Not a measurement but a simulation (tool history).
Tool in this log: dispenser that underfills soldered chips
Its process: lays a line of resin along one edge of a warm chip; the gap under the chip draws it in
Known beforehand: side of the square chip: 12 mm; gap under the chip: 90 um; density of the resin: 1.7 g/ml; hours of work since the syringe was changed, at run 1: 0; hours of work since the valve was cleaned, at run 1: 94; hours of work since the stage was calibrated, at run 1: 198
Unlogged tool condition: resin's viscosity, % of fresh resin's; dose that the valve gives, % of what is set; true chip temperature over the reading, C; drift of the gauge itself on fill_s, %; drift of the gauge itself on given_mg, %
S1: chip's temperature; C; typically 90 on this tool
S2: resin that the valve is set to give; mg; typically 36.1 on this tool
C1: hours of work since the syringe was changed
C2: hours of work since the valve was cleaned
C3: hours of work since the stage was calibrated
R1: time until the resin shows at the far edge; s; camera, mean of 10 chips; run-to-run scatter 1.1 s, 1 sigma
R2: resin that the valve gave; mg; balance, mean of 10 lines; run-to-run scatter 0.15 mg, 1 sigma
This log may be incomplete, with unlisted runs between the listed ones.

| run | hour | S1 | S2 | C1 | C2 | C3 | R1 | R2 |
|---|---|---|---|---|---|---|---|---|
| 1 | 0.0 | 90 | 36.1 | 0 | 94 | 198 | 97.9 | 34.74 |
| 2 | 6.4 | 90 | 38.8 | 4 | 98 | 202 | 116.1 | 36.89 |
|  | 14.7 | new syringe of resin |
| 3 | 18.9 | 90 | 43.2 | 3 | 105 | 210 | 113.4 | 40.99 |
|  | 29.8 | new syringe of resin |
| 4 | 30.5 | 90 | 43.2 | 0 | 112 | 217 | 101.5 | 40.73 |
| 5 | 43.6 | 90 | 36.1 | 9 | 120 | 225 | 143.7 | 33.91 |
|  | 44.9 | new syringe of resin |
|  | 46.8 | dispensing valve cleaned and set on the balance |
| 6 | 52.1 | 90 | 36.1 | 4 | 3 | 229 | 119.9 | 36.03 |
|  | 61.2 | new syringe of resin |
| 7 | 66.8 | 90 | 38.9 | 3 | 12 | 238 | 114.8 | 38.68 |
|  | 76.4 | new syringe of resin |
| 8 | 79.6 | 90 | 36.1 | 2 | 20 | 246 | 106.7 | 35.72 |
|  | 90.8 | new syringe of resin |
| 9 | 94.7 | 90 | 36.1 | 2 | 29 | 255 | 108.1 | 35.70 |
|  | 105.1 | new syringe of resin |
| 10 | 106.0 | 96 | 36.1 | 1 | 36 | 262 | 81.7 | 35.71 |
| 11 | 116.5 | 105 | 32.1 | 7 | 42 | 268 | 82.8 | 31.40 |
|  | 119.6 | new syringe of resin |
| 12 | 131.8 | 105 | 32.1 | 8 | 51 | 277 | 87.8 | 31.31 |

For run 13, what comes out?
|  | 134.2 | new syringe of resin |
| 13 | 139.0 | 105 | 32.1 | 3 | 55 | 281 | ? | ? |

R1: 71.3 s
R2: 31.17 mg
With the hidden condition absent and the run-to-run variation left alone, this run would have shown R1 64.4 s, R2 31.99 mg.
